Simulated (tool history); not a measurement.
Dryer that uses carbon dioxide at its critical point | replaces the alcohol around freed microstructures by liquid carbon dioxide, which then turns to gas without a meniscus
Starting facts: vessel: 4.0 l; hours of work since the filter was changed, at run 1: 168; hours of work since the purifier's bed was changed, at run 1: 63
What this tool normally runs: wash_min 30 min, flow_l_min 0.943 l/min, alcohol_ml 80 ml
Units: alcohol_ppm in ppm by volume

run,hour,wash_min,flow_l_min,alcohol_ml,hours of work since the filter was changed,hours of work since the purifier's bed was changed,alcohol_ppm
1,0,30,0.943,80,168,63,127
2,38.3,30,0.662,80,192,87,520
3,75.2,30,0.662,80,216,111,546
4,110.3,30,0.662,80,238,132,568
5,136.3,30,0.662,80,254,149,587
6,155.1,30,0.662,80,266,161,600
7,180.4,30,0.943,80,281,176,203
8,207,30,0.943,80,298,193,216
9,227.4,30,0.943,22,311,206,134
10,254.8,30,0.868,80,328,223,295
11,286.5,30,0.868,80,348,243,311
12,305.5,30,0.868,80,360,255,324
13,327.3,30,0.868,43,373,268,242
14,346.7,30,0.868,43,386,280,244
15,374.8,30,1.152,80,403,298,194
16,399.1,30,1.152,80,418,313,189
17,419.2,30,1.152,80,431,326,202
18,445.2,30,1.152,80,447,342,208
19,464.7,27,0.943,21,459,354,229
20,497.3,37,1.6,39,480,375,178
21,516.7,26,0.7,29,492,387,523
# hour 531.2: inlet filter changed
22,534.3,35,0.954,68,2,397,204
23,560.9,30,0.579,80,19,414,809
24,581.2,30,0.948,32,31,427,217
25,606.9,30,0.948,32,47,443,226
26,638.6,18,1.385,56,67,463,306
27,663.9,18,1.385,56,83,478,324
28,702.7,43,0.943,80,107,503,243
29,729.3,30,1.015,80,124,519,298
30,745.1,30,1.015,80,134,529,298
31,763.7,30,1.015,80,146,541,314
32,795.6,30,1.015,80,165,561,315
33,821.4,30,1.015,80,182,577,320

Each row is a separate what-if for the run after 33, all from the same tool condition, not one after another. Results?
A,839.6,26,0.8,109,193,588,?
B,839.6,18,1.015,57,193,588,?
C,839.6,30,1.076,65,193,588,?

run,alcohol_ppm
A,796
B,719
C,301
With the hidden condition removed and each run's random variation left untouched, the same runs would have given:
run,alcohol_ppm
A,406
B,357
C,26

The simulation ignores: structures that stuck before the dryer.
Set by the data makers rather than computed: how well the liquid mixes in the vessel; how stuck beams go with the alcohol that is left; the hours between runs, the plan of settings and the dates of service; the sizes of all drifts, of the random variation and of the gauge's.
